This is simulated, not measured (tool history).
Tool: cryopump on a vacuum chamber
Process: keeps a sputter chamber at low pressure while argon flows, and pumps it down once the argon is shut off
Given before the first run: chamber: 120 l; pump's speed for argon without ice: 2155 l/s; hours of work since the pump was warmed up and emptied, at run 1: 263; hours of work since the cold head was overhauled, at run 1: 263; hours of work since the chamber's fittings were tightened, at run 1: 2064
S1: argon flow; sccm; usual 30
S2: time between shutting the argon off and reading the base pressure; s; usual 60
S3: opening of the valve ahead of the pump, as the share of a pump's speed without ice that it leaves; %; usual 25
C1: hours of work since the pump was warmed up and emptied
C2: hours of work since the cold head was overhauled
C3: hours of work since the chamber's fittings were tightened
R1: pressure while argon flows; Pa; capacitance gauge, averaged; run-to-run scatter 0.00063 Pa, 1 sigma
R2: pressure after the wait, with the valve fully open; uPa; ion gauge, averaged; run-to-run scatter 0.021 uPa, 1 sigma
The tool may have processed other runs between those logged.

{"run": 1, "hour": 0.0, "S1": 30, "S2": 60, "S3": 25, "C1": 263, "C2": 263, "C3": 2064, "R1": 0.0972, "R2": 0.67}
{"run": 2, "hour": 21.7, "S1": 30, "S2": 24, "S3": 25, "C1": 280, "C2": 280, "C3": 2081, "R1": 0.0972, "R2": 1.18}
{"run": 3, "hour": 35.3, "S1": 30, "S2": 24, "S3": 25, "C1": 291, "C2": 291, "C3": 2092, "R1": 0.0966, "R2": 1.19}
{"run": 4, "hour": 46.2, "S1": 30, "S2": 60, "S3": 25, "C1": 300, "C2": 300, "C3": 2101, "R1": 0.096, "R2": 0.64}
{"run": 5, "hour": 64.0, "S1": 30, "S2": 60, "S3": 25, "C1": 315, "C2": 315, "C3": 2116, "R1": 0.0978, "R2": 0.64}
{"run": 6, "hour": 88.9, "S1": 30, "S2": 60, "S3": 25, "C1": 335, "C2": 335, "C3": 2136, "R1": 0.0978, "R2": 0.64}
{"run": 7, "hour": 103.4, "S1": 32, "S2": 60, "S3": 25, "C1": 347, "C2": 347, "C3": 2148, "R1": 0.1033, "R2": 0.66}
{"run": 8, "hour": 118.1, "S1": 30, "S2": 35, "S3": 25, "C1": 359, "C2": 359, "C3": 2160, "R1": 0.0978, "R2": 0.93}
{"run": 9, "hour": 141.1, "S1": 30, "S2": 60, "S3": 25, "C1": 377, "C2": 377, "C3": 2178, "R1": 0.0982, "R2": 0.64}
{"run": 10, "hour": 165.3, "S1": 30, "S2": 60, "S3": 44, "C1": 397, "C2": 397, "C3": 2198, "R1": 0.0567, "R2": 0.67}
{"run": 11, "hour": 179.3, "S1": 30, "S2": 60, "S3": 44, "C1": 408, "C2": 408, "C3": 2210, "R1": 0.0569, "R2": 0.67}
{"run": 12, "hour": 200.8, "S1": 30, "S2": 60, "S3": 44, "C1": 426, "C2": 426, "C3": 2227, "R1": 0.0564, "R2": 0.67}

Run 13 is up next; what results do you expect?
{"run": 13, "hour": 212.0, "S1": 52, "S2": 155, "S3": 43, "C1": 435, "C2": 435, "C3": 2236, "R1": "?", "R2": "?"}

R1: 0.1002 Pa
R2: 0.45 uPa
Minus the tool's unlogged condition, the same run would have read R1 0.0941 Pa, R2 0.27 uPa.
